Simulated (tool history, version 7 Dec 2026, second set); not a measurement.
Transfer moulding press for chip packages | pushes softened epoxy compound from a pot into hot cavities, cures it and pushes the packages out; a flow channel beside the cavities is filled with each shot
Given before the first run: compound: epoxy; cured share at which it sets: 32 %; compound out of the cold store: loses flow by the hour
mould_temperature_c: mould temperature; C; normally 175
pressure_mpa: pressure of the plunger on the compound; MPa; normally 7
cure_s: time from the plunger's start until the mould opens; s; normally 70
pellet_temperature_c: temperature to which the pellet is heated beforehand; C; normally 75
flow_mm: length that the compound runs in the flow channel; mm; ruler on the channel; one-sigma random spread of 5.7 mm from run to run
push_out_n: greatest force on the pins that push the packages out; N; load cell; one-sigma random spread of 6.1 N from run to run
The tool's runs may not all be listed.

| run | hour | mould_temperature_c | pressure_mpa | cure_s | pellet_temperature_c | incoming compound's hours out of the cold store | flow_mm | push_out_n |
|---|---|---|---|---|---|---|---|---|
| 1 | 0 | 175 | 7 | 70 | 75 | 27.5 | 645 | 234 |
| 2 | 27.9 | 175 | 7 | 55 | 75 | 11.7 | 686 | 414 |
|  | 34.3 | cavities cleaned with cleaning compound and waxed |
| 3 | 60.6 | 175 | 7 | 55 | 75 | 43.1 | 584 | 355 |
|  | 77.5 | mould's thermocouples calibrated |
|  | 79 | cavities cleaned with cleaning compound and waxed |
| 4 | 86.3 | 175 | 7 | 55 | 75 | 39.6 | 581 | 360 |
|  | 107.5 | plunger's sealing rings changed |
| 5 | 108.4 | 175 | 7 | 55 | 75 | 11.2 | 691 | 409 |
|  | 125.5 | cavities cleaned with cleaning compound and waxed |
| 6 | 142 | 175 | 7 | 55 | 75 | 41.5 | 596 | 356 |
| 7 | 161.6 | 175 | 7 | 55 | 75 | 27.1 | 646 | 391 |
|  | 170.3 | cavities cleaned with cleaning compound and waxed |
| 8 | 197.3 | 175 | 7 | 55 | 75 | 36.5 | 617 | 365 |
|  | 213.4 | cavities cleaned with cleaning compound and waxed |
| 9 | 236.5 | 175 | 7 | 55 | 65 | 23.8 | 646 | 415 |
|  | 256.5 | cavities cleaned with cleaning compound and waxed |
| 10 | 279 | 175 | 6.09 | 70 | 75 | 39.5 | 562 | 215 |
|  | 299.9 | cavities cleaned with cleaning compound and waxed |
| 11 | 308.1 | 175 | 6.09 | 70 | 75 | 43.2 | 546 | 231 |
| 12 | 333 | 175 | 6.09 | 70 | 75 | 19 | 614 | 243 |
|  | 339.1 | plunger's sealing rings changed |
|  | 344.7 | cavities cleaned with cleaning compound and waxed |
| 13 | 365 | 175 | 6.09 | 70 | 75 | 40.3 | 557 | 232 |
|  | 387.1 | cavities cleaned with cleaning compound and waxed |
| 14 | 397.2 | 168 | 6.09 | 57 | 75 | 47.2 | 558 | 537 |
| 15 | 414.5 | 181 | 7 | 92 | 75 | 8.6 | 687 | 200 |
|  | 429.5 | cavities cleaned with cleaning compound and waxed |
| 16 | 436.7 | 168 | 5.54 | 92 | 75 | 45.7 | 528 | 224 |
| 17 | 454.8 | 168 | 5.54 | 92 | 75 | 22.7 | 609 | 230 |
|  | 473.7 | cavities cleaned with cleaning compound and waxed |
| 18 | 479.5 | 168 | 5.54 | 92 | 75 | 23.8 | 593 | 229 |
| 19 | 511.2 | 168 | 5.54 | 92 | 75 | 25.3 | 595 | 220 |
|  | 516.5 | cavities cleaned with cleaning compound and waxed |
| 20 | 533.5 | 168 | 5.54 | 92 | 75 | 31.1 | 586 | 229 |
|  | 559 | cavities cleaned with cleaning compound and waxed |
|  | 571.1 | plunger's sealing rings changed |
| 21 | 571.4 | 181 | 5.47 | 53 | 69 | 39 | 513 | 280 |
|  | 605.1 | cavities cleaned with cleaning compound and waxed |
| 22 | 611.7 | 181 | 5.47 | 53 | 69 | 22.1 | 555 | 280 |
| 23 | 637.9 | 181 | 5.47 | 53 | 69 | 27.6 | 538 | 288 |
|  | 649.7 | cavities cleaned with cleaning compound and waxed |
| 24 | 672.1 | 181 | 5.47 | 53 | 69 | 23.5 | 564 | 296 |
|  | 692.4 | cavities cleaned with cleaning compound and waxed |
| 25 | 700.9 | 174 | 6.98 | 92 | 69 | 11.5 | 683 | 208 |
| 26 | 724.2 | 174 | 6.98 | 92 | 69 | 25.3 | 646 | 209 |

Consider 4 possible next runs. They are alternatives, not a sequence: every one starts from the tool as it was left by run 26. What does each give?
|  | 734.5 | cavities cleaned with cleaning compound and waxed |
| A | 763.2 | 171 | 6.3 | 108 | 75 | 23.3 | ? | ? |
|  | 734.5 | cavities cleaned with cleaning compound and waxed |
| B | 763.2 | 174 | 6.42 | 99 | 74 | 40.7 | ? | ? |
|  | 734.5 | cavities cleaned with cleaning compound and waxed |
| C | 763.2 | 174 | 7.49 | 54 | 75 | 35.1 | ? | ? |
|  | 734.5 | cavities cleaned with cleaning compound and waxed |
| D | 763.2 | 176 | 7 | 70 | 77 | 34.2 | ? | ? |

| run | flow_mm | push_out_n |
|---|---|---|
| A | 626 | 195 |
| B | 577 | 210 |
| C | 636 | 416 |
| D | 607 | 233 |
What these runs would have given with no unlogged condition in the tool:
| run | flow_mm | push_out_n |
|---|---|---|
| A | 627 | 192 |
| B | 578 | 207 |
| C | 636 | 410 |
| D | 608 | 230 |
